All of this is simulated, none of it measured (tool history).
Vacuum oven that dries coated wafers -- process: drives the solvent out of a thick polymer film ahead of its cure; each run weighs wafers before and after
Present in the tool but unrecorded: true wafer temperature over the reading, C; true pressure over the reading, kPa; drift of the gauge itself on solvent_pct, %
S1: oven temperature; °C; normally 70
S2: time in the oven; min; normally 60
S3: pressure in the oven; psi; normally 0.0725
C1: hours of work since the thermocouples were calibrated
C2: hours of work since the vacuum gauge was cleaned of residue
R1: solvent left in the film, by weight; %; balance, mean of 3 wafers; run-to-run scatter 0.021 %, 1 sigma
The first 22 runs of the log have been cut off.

run   hour  S1  S2      S3   C1   C2    R1
 23  302.1  70  79  0.0725  478  702  1.43
 24  310.6  70  60  0.0725  484  708   2.4
 25  324.7  59  71  0.0725  494  718  4.69
 26  340.8  59  71  0.0725  505  729  4.74
 27  355.7  63  53  0.1124  516  740  5.05
 28  368.6  70  43  0.2821  525  749  4.38
 29  378.5  70  40  0.0615  532  756  4.13
 30  387.6  70  60  0.1298  538  762   2.6

Run 31, settings as shown, results not yet in. Your forecast:
 31  401.3  70  60  0.1298  548  772   ?

{"run 31": {"R1": 2.55}}
If the tool had no hidden condition, the same run with the same run-to-run variation would have returned R1 2.41 %.
